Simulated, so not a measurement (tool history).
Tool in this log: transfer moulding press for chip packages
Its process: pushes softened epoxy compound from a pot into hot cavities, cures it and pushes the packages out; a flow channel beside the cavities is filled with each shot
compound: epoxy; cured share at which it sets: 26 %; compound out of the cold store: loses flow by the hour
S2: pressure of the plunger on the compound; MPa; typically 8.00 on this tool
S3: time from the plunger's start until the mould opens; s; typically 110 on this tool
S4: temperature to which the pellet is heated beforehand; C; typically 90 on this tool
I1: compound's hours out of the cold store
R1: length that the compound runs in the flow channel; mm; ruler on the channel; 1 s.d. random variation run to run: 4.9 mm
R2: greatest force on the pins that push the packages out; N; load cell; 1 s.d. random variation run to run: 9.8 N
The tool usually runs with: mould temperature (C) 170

Run 1, hour 0.0: usual settings; I1 29.7. Result: R1 785 mm, R2 625 N.
Run 2, hour 35.8: usual settings; I1 24.5. Result: R1 793 mm, R2 736 N.
At hour 45.7: cavities cleaned with cleaning compound and waxed.
Run 3, hour 78.6: usual settings but S2 7.13 MPa; I1 45.5. Result: R1 647 mm, R2 649 N.
Run 4, hour 106.3: usual settings; I1 46.7. Result: R1 671 mm, R2 696 N.
At hour 117.6: cavities cleaned with cleaning compound and waxed.
At hour 150.6: plunger's sealing rings changed.
Run 5, hour 163.8: usual settings but S4 96 C; I1 30.9. Result: R1 788 mm, R2 680 N.
At hour 193.6: cavities cleaned with cleaning compound and waxed.
Run 6, hour 205.4: usual settings; I1 44.3. Result: R1 719 mm, R2 561 N.
Run 7, hour 240.6: usual settings but mould temperature (C) 164; I1 44.4. Result: R1 732 mm, R2 820 N.
At hour 270.3: cavities cleaned with cleaning compound and waxed.
Run 8, hour 300.8: usual settings but mould temperature (C) 164; I1 33.0. Result: R1 776 mm, R2 829 N.
At hour 341.9: cavities cleaned with cleaning compound and waxed.
Run 9, hour 354.0: usual settings but mould temperature (C) 169, S3 115 s; I1 46.8. Result: R1 697 mm, R2 545 N.
Run 10, hour 380.4: usual settings but mould temperature (C) 177, S3 90 s, S4 84 C; I1 13.7. Result: R1 837 mm, R2 686 N.
At hour 415.0: cavities cleaned with cleaning compound and waxed.
Run 11, hour 423.6: usual settings but mould temperature (C) 177, S3 90 s, S4 99 C; I1 11.7. Result: R1 845 mm, R2 533 N.
Run 12, hour 468.6: usual settings but mould temperature (C) 175, S2 7.42 MPa, S3 103 s; I1 12.4. Result: R1 810 mm, R2 702 N.
At hour 491.3: cavities cleaned with cleaning compound and waxed.
At hour 506.5: plunger's sealing rings changed.
Run 13, hour 519.4: usual settings but mould temperature (C) 165, S2 6.07 MPa, S3 106 s, S4 95 C; I1 39.4. Result: R1 670 mm, R2 794 N.
Run 14, hour 560.1: usual settings but S2 9.70 MPa, S3 138 s, S4 97 C; I1 29.8. Result: R1 874 mm, R2 706 N.

Run by run, hidden condition taken away, random variation retained:
Hidden state present: true mould temperature over the reading, C; pressure that reaches the compound, % of what is set; grip of the stained cavities, % over clean ones'; drift of the gauge itself on flow_mm, %; drift of the gauge itself on push_out_n, %.
run   R1   R2
  1  817  450
  2  833  454
  3  685  446
  4  716  432
  5  790  446
  6  726  449
  7  744  508
  8  798  549
  9  725  441
 10  876  460
 11  892  446
 12  863  445
 13  669  536
 14  880  437
